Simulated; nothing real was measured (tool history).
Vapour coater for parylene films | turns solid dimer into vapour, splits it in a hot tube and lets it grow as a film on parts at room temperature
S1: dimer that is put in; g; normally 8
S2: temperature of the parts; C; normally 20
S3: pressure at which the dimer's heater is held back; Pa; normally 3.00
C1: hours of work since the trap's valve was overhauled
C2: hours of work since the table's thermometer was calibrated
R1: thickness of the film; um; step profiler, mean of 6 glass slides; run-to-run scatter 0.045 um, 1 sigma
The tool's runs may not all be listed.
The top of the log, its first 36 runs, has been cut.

run    hour  S1  S2    S3   C1   C2    R1
 37   869.1   3  22  3.00   99  586  1.79
 38   901.2   6  20  3.00  112  599  3.87
 39   917.2  13  21  7.52  119  605  7.13
 40   945.9  13  21  7.52  130  617  7.13
 41   968.9  13  21  7.52  140  626  7.07
 42   999.1   4  27  5.54  152  639  1.82
 43  1013.6   7  14  5.55  158  645  5.21
 44  1036.9   7  14  5.55  167  654  5.11
 45  1066.1   7  20  3.99  179  666  4.32
 46  1092.0   8  14  3.00  190  677  6.32
 47  1108.3   4  21  3.00  197  683  2.44

Consider 3 possible next runs. They are alternatives, not a sequence: every one starts from the tool as it was left by run 47. What does each give?
  A  1126.4   8  24  3.00  204  691   ?
  B  1126.4  11  24  4.71  204  691   ?
  C  1126.4   4  25  2.75  204  691   ?

run    R1
  A  4.34
  B  5.66
  C  2.14
Stripped of hidden state, with their random variation kept, the same runs would have yielded:
run    R1
  A  4.37
  B  5.70
  C  2.15
